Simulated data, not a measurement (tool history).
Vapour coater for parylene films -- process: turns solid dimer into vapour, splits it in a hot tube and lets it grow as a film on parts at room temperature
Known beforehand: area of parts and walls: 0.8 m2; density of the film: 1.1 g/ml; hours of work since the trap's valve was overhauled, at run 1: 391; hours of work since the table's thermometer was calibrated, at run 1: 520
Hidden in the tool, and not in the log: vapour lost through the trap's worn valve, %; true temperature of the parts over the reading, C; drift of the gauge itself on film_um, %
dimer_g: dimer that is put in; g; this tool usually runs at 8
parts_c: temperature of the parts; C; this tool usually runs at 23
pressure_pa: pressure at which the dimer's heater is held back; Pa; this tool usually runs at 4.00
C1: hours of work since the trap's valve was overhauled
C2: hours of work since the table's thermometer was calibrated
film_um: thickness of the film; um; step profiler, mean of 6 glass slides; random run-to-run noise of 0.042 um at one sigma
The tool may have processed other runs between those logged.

{"run": 1, "hour": 0.0, "dimer_g": 8, "parts_c": 23, "pressure_pa": 4.0, "C1": 391, "C2": 520, "film_um": 4.11}
{"run": 2, "hour": 12.8, "dimer_g": 8, "parts_c": 23, "pressure_pa": 4.0, "C1": 400, "C2": 530, "film_um": 4.13}
{"run": 3, "hour": 29.3, "dimer_g": 3, "parts_c": 23, "pressure_pa": 4.0, "C1": 413, "C2": 542, "film_um": 1.5}
{"run": 4, "hour": 42.4, "dimer_g": 8, "parts_c": 23, "pressure_pa": 4.0, "C1": 423, "C2": 552, "film_um": 4.07}
{"run": 5, "hour": 55.9, "dimer_g": 8, "parts_c": 23, "pressure_pa": 4.0, "C1": 433, "C2": 563, "film_um": 4.12}
{"run": 6, "hour": 65.2, "dimer_g": 8, "parts_c": 23, "pressure_pa": 4.0, "C1": 440, "C2": 570, "film_um": 4.04}
{"run": 7, "hour": 72.7, "dimer_g": 8, "parts_c": 28, "pressure_pa": 4.0, "C1": 446, "C2": 575, "film_um": 3.65}
{"run": 8, "hour": 80.4, "dimer_g": 8, "parts_c": 28, "pressure_pa": 4.0, "C1": 452, "C2": 581, "film_um": 3.54}
{"run": 9, "hour": 95.9, "dimer_g": 8, "parts_c": 28, "pressure_pa": 4.0, "C1": 464, "C2": 593, "film_um": 3.51}
{"run": 10, "hour": 108.4, "dimer_g": 8, "parts_c": 28, "pressure_pa": 4.0, "C1": 473, "C2": 603, "film_um": 3.6}
{"run": 11, "hour": 124.2, "dimer_g": 8, "parts_c": 23, "pressure_pa": 5.72, "C1": 485, "C2": 615, "film_um": 3.71}
{"run": 12, "hour": 141.9, "dimer_g": 8, "parts_c": 23, "pressure_pa": 5.72, "C1": 499, "C2": 628, "film_um": 3.69}
{"run": 13, "hour": 156.8, "dimer_g": 6, "parts_c": 28, "pressure_pa": 7.11, "C1": 510, "C2": 639, "film_um": 2.35}
{"run": 14, "hour": 174.8, "dimer_g": 9, "parts_c": 31, "pressure_pa": 4.0, "C1": 524, "C2": 653, "film_um": 3.65}
{"run": 15, "hour": 187.4, "dimer_g": 12, "parts_c": 17, "pressure_pa": 9.6, "C1": 533, "C2": 663, "film_um": 5.8}
{"run": 16, "hour": 197.5, "dimer_g": 12, "parts_c": 17, "pressure_pa": 9.6, "C1": 541, "C2": 670, "film_um": 5.75}
{"run": 17, "hour": 214.5, "dimer_g": 12, "parts_c": 26, "pressure_pa": 9.54, "C1": 554, "C2": 683, "film_um": 4.67}
{"hour": 227.2, "done": "trap's valve overhauled"}
{"run": 18, "hour": 236.4, "dimer_g": 11, "parts_c": 15, "pressure_pa": 2.21, "C1": 7, "C2": 697, "film_um": 8.67}
{"run": 19, "hour": 247.6, "dimer_g": 5, "parts_c": 23, "pressure_pa": 2.21, "C1": 15, "C2": 705, "film_um": 3.23}
{"run": 20, "hour": 257.2, "dimer_g": 10, "parts_c": 34, "pressure_pa": 8.98, "C1": 23, "C2": 713, "film_um": 3.74}

Consider 3 possible next runs. They are alternatives, not a sequence: every one starts from the tool as it was left by run 20. What does each give?
{"run": "A", "hour": 268.2, "dimer_g": 9, "parts_c": 34, "pressure_pa": 4.14, "C1": 31, "C2": 721, "film_um": "?"}
{"run": "B", "hour": 268.2, "dimer_g": 4, "parts_c": 32, "pressure_pa": 5.99, "C1": 31, "C2": 721, "film_um": "?"}
{"run": "C", "hour": 268.2, "dimer_g": 8, "parts_c": 23, "pressure_pa": 5.27, "C1": 31, "C2": 721, "film_um": "?"}

run=A film_um=3.86
run=B film_um=1.71
run=C film_um=4.36
What these runs would have given with no unlogged condition in the tool:
run=A film_um=3.94
run=B film_um=1.74
run=C film_um=4.44
